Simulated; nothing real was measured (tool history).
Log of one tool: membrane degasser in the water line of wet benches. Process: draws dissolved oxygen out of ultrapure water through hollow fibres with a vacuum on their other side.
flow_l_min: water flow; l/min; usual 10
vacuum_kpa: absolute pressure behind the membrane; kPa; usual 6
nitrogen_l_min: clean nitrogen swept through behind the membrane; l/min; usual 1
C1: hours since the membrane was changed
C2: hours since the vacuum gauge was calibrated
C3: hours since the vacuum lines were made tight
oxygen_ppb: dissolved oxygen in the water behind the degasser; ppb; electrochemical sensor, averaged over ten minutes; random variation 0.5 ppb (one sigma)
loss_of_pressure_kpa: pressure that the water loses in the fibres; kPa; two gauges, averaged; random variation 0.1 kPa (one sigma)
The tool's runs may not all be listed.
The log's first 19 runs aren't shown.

{"run": 20, "hour": 1284.1, "flow_l_min": 9, "vacuum_kpa": 5.35, "nitrogen_l_min": 2.24, "C1": 2337, "C2": 1284, "C3": 1284, "oxygen_ppb": 27.3, "loss_of_pressure_kpa": 37.18}
{"run": 21, "hour": 1354.8, "flow_l_min": 15, "vacuum_kpa": 12.81, "nitrogen_l_min": 0.53, "C1": 2407, "C2": 1355, "C3": 1355, "oxygen_ppb": 577.1, "loss_of_pressure_kpa": 61.94}
{"run": 22, "hour": 1421.1, "flow_l_min": 15, "vacuum_kpa": 12.81, "nitrogen_l_min": 0.53, "C1": 2474, "C2": 1421, "C3": 1421, "oxygen_ppb": 559.7, "loss_of_pressure_kpa": 61.85}
{"run": 23, "hour": 1460.2, "flow_l_min": 8, "vacuum_kpa": 6, "nitrogen_l_min": 2.2, "C1": 2513, "C2": 1460, "C3": 1460, "oxygen_ppb": 29.7, "loss_of_pressure_kpa": 33}
{"run": 24, "hour": 1517.0, "flow_l_min": 12, "vacuum_kpa": 6, "nitrogen_l_min": 2.84, "C1": 2569, "C2": 1517, "C3": 1517, "oxygen_ppb": 40.5, "loss_of_pressure_kpa": 49.77}
{"run": 25, "hour": 1561.2, "flow_l_min": 10, "vacuum_kpa": 6.27, "nitrogen_l_min": 1.35, "C1": 2614, "C2": 1561, "C3": 1561, "oxygen_ppb": 63.4, "loss_of_pressure_kpa": 41.28}
{"run": 26, "hour": 1613.9, "flow_l_min": 10, "vacuum_kpa": 6.27, "nitrogen_l_min": 1.35, "C1": 2666, "C2": 1614, "C3": 1614, "oxygen_ppb": 63.7, "loss_of_pressure_kpa": 41.39}
{"run": 27, "hour": 1678.5, "flow_l_min": 8, "vacuum_kpa": 8.07, "nitrogen_l_min": 1.35, "C1": 2731, "C2": 1678, "C3": 1678, "oxygen_ppb": 75.6, "loss_of_pressure_kpa": 32.99}
{"run": 28, "hour": 1762.5, "flow_l_min": 12, "vacuum_kpa": 4.21, "nitrogen_l_min": 1, "C1": 2815, "C2": 1762, "C3": 1762, "oxygen_ppb": 41.8, "loss_of_pressure_kpa": 49.64}
{"run": 29, "hour": 1811.0, "flow_l_min": 8, "vacuum_kpa": 6.97, "nitrogen_l_min": 1, "C1": 2863, "C2": 1811, "C3": 1811, "oxygen_ppb": 79.6, "loss_of_pressure_kpa": 33.12}
{"run": 30, "hour": 1884.1, "flow_l_min": 8, "vacuum_kpa": 6.97, "nitrogen_l_min": 1, "C1": 2937, "C2": 1884, "C3": 1884, "oxygen_ppb": 79.9, "loss_of_pressure_kpa": 33.21}
{"run": 31, "hour": 1975.1, "flow_l_min": 8, "vacuum_kpa": 6.97, "nitrogen_l_min": 0.79, "C1": 3028, "C2": 1975, "C3": 1975, "oxygen_ppb": 98.7, "loss_of_pressure_kpa": 33.1}
{"run": 32, "hour": 2048.7, "flow_l_min": 9, "vacuum_kpa": 4.27, "nitrogen_l_min": 0.67, "C1": 3101, "C2": 2049, "C3": 2049, "oxygen_ppb": 42.4, "loss_of_pressure_kpa": 37.24}

4 ways to go on from here, each from the tool as it stands after run 32. What would each give?
{"run": "A", "hour": 2104.4, "flow_l_min": 9, "vacuum_kpa": 5.18, "nitrogen_l_min": 0.67, "C1": 3157, "C2": 2104, "C3": 2104, "oxygen_ppb": "?", "loss_of_pressure_kpa": "?"}
{"run": "B", "hour": 2104.4, "flow_l_min": 13, "vacuum_kpa": 6, "nitrogen_l_min": 1, "C1": 3157, "C2": 2104, "C3": 2104, "oxygen_ppb": "?", "loss_of_pressure_kpa": "?"}
{"run": "C", "hour": 2104.4, "flow_l_min": 9, "vacuum_kpa": 4.71, "nitrogen_l_min": 0.82, "C1": 3157, "C2": 2104, "C3": 2104, "oxygen_ppb": "?", "loss_of_pressure_kpa": "?"}
{"run": "D", "hour": 2104.4, "flow_l_min": 10, "vacuum_kpa": 8.35, "nitrogen_l_min": 1, "C1": 3157, "C2": 2104, "C3": 2104, "oxygen_ppb": "?", "loss_of_pressure_kpa": "?"}

run=A oxygen_ppb=71.1 loss_of_pressure_kpa=37.34
run=B oxygen_ppb=102.5 loss_of_pressure_kpa=53.89
run=C oxygen_ppb=48.1 loss_of_pressure_kpa=37.34
run=D oxygen_ppb=131.9 loss_of_pressure_kpa=41.63
Without the tool's hidden state the same runs would have given:
run=A oxygen_ppb=65.5 loss_of_pressure_kpa=36.78
run=B oxygen_ppb=96.4 loss_of_pressure_kpa=53.08
run=C oxygen_ppb=43.5 loss_of_pressure_kpa=36.78
run=D oxygen_ppb=125.7 loss_of_pressure_kpa=41.01

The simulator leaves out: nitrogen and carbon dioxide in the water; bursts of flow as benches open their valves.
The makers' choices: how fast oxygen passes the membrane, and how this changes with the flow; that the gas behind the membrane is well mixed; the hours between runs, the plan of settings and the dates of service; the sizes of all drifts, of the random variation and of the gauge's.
